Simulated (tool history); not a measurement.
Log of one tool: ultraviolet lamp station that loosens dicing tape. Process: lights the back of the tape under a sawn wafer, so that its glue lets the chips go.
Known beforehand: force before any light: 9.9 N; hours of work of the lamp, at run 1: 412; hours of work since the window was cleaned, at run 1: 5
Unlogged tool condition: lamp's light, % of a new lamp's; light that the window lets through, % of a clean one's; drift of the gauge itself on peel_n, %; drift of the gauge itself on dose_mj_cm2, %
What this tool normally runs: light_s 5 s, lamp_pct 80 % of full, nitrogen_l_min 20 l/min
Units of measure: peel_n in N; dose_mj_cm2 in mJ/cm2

run     day  light_s  lamp_pct  nitrogen_l_min  hours of work of the lamp  hours of work since the window was cleaned  peel_n  dose_mj_cm2
  1       0        5        80              20                        412                                           5   0.363          454
  2   0.288        5        80               9                        417                                          10   0.615          447
  3   0.604        5        80               9                        422                                          16   0.615          453
  4   1.067        5        80               9                        431                                          24   0.611          446
  5   1.567        5        80              20                        439                                          33   0.364          444
  6   2.133        5        80              20                        450                                          43   0.381          436
  7   2.579        5        80              20                        458                                          51   0.389          439
  8     3.2        5        80              20                        469                                          62   0.384          437
  9   3.575        5        80              17                        475                                          69   0.418          428
 10   4.225        5        80              20                        487                                          80   0.422          424
 11   4.725        5        80              20                        496                                          89   0.407          419
 12   5.046        5        80              20                        502                                          95   0.418          422
 13   5.658        5        80              20                        512                                         106   0.418          419
 14   6.121        5        80              20                        521                                         114   0.423          411
 15   6.579        5        80              20                        529                                         122   0.442          412
 16   6.958        5        80              20                        536                                         129    0.46          404
 17   7.329        5        80              20                        542                                         136   0.468          405
 18   7.633        5        80              20                        548                                         141   0.462          405
 19   7.992        5        62              20                        554                                         147   0.866          316
      8.054  -- window cleaned of glue's vapour
 20   8.392        5        80              20                        561                                           6   0.552          376
 21   8.992        5        80              20                        572                                          17   0.552          376
 22    9.45        5        95              20                        580                                          25   0.372          450
 23   9.946        5        95              11                        589                                          34   0.558          444
 24  10.312        8        65              20                        595                                          40   0.302          479
     10.671  -- window cleaned of glue's vapour, once more
 25   10.85        8        90              24                        604                                           3   0.156          771
 26  11.433        5        68              20                        615                                          14   0.617          363
 27  11.875        9        65              32                        623                                          21   0.167          621
 28  12.333        2        77              10                        631                                          30   3.233          168
 29  12.758        2        77              10                        638                                          37   3.242          162
 30  13.179        2        77              10                        646                                          45   3.283          162
 31  13.683        2        77              10                        655                                          54   3.285          157
 32   13.95        9        86              37                        660                                          58   0.147          795
 33  14.604        9        86              37                        671                                          70   0.152          798
 34  15.117       10        85              15                        680                                          79   0.142          866
 35  15.721       10        85              29                        691                                          90   0.142          867
 36  16.258       10        85              29                        701                                         100   0.148          852
 37  16.854       10        85              29                        711                                         110   0.147          846
 38    17.2       10        85              29                        718                                         116   0.141          835
 39  17.612        5        80              10                        725                                         124   0.756          391
 40  18.196        3        66              18                        735                                         134   2.131          192
 41  18.754        3        60               8                        745                                         144   3.368          171
 42  19.354        3        68              37                        756                                         155   1.618          189

Here are 4 independent what-if runs from the current tool condition. What would each one return?
  A  19.796        9        91              12                        764                                         163       ?            ?
  B  19.796        2        83              16                        764                                         163       ?            ?
  C  19.796        7        95              22                        764                                         163       ?            ?
  D  19.796        6        84              27                        764                                         163       ?            ?

run  peel_n  dose_mj_cm2
  A   0.176          771
  B   3.011          160
  C   0.183          624
  D   0.271          477
Without the tool's unlogged condition, the same runs would have read:
run  peel_n  dose_mj_cm2
  A   0.149         1029
  B   2.034          212
  C   0.148          833
  D   0.174          637
